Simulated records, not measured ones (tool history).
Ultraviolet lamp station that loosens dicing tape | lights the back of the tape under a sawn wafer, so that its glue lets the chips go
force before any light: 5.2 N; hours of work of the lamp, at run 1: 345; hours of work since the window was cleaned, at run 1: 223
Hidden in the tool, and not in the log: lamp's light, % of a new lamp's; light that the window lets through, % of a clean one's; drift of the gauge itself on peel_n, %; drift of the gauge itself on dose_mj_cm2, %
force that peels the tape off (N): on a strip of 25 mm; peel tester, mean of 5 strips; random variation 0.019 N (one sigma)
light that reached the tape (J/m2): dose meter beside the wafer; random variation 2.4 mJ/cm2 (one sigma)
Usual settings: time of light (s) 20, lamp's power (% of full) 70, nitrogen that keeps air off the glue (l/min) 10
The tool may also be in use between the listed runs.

run	hour	time of light (s)	lamp's power (% of full)	nitrogen that keeps air off the glue (l/min)	hours of work of the lamp	hours of work since the window was cleaned	force that peels the tape off (N)	light that reached the tape (J/m2)
1	0.0	20	70	10	345	223	1.113	2550
2	23.5	20	64	10	355	233	1.211	2300
3	44.8	20	70	10	364	242	1.095	2510
4	71.7	38	70	10	376	254	0.409	4770
5	83.3	38	70	10	381	259	0.423	4760
6	99.3	13	70	10	388	266	1.893	1600
7	113.3	22	70	10	395	273	0.988	2780
8	129.8	22	70	10	402	280	0.980	2720
9	141.1	22	70	10	407	285	1.006	2700
10	163.5	22	70	10	417	295	0.981	2720
11	189.7	20	70	12	428	306	1.047	2420
12	209.5	20	70	12	437	315	1.039	2480
13	222.3	20	70	12	442	320	1.058	2440
14	237.7	20	70	7	449	327	1.370	2500
15	249.6	20	70	7	454	332	1.300	2410
16	261.3	20	70	7	460	338	1.367	2450
17	285.4	20	60	10	470	348	1.422	2040
18	299.4	20	60	10	476	354	1.380	2090
19	311.3	20	70	12	482	360	1.047	2430
20	336.1	20	70	12	492	370	1.086	2410
21	351.8	20	70	8	499	377	1.353	2390
22	367.0	20	70	8	506	384	1.366	2400
23	390.0	16	69	4	516	394	2.251	1890
24	410.9	22	65	7	525	403	1.361	2460
25	437.1	13	88	14	537	415	1.323	1950
26	464.4	13	88	14	549	427	1.285	1930
27	491.8	27	94	13	561	439	0.442	4280
28	514.6	27	94	13	571	449	0.429	4290
29	541.2	20	84	4	583	461	1.514	2800
30	566.9	37	88	13	594	472	0.323	5410
31	585.9	16	70	16	602	480	1.350	1860
# hour 593.0: window cleaned of glue's vapour
32	606.7	16	70	16	611	6	1.254	1940
33	628.8	22	70	10	621	16	1.010	2740
34	643.8	20	86	10	627	22	0.875	2970
35	663.5	27	86	11	636	31	0.500	4040
36	679.5	27	86	11	643	38	0.497	4030
37	697.7	27	86	11	651	46	0.503	4000
38	723.5	27	86	11	662	57	0.522	4070
39	744.5	20	70	10	672	67	1.147	2390
40	762.8	17	70	10	680	75	1.445	2080
41	775.6	20	97	4	685	80	1.215	3300

Forecast run 42:
42	800.7	20	97	4	696	91	?	?

Run 42 gave force that peels the tape off (N) 1.222, light that reached the tape (J/m2) 3280.
Without the tool's hidden state the same run would have given force that peels the tape off (N) 0.976, light that reached the tape (J/m2) 3870.

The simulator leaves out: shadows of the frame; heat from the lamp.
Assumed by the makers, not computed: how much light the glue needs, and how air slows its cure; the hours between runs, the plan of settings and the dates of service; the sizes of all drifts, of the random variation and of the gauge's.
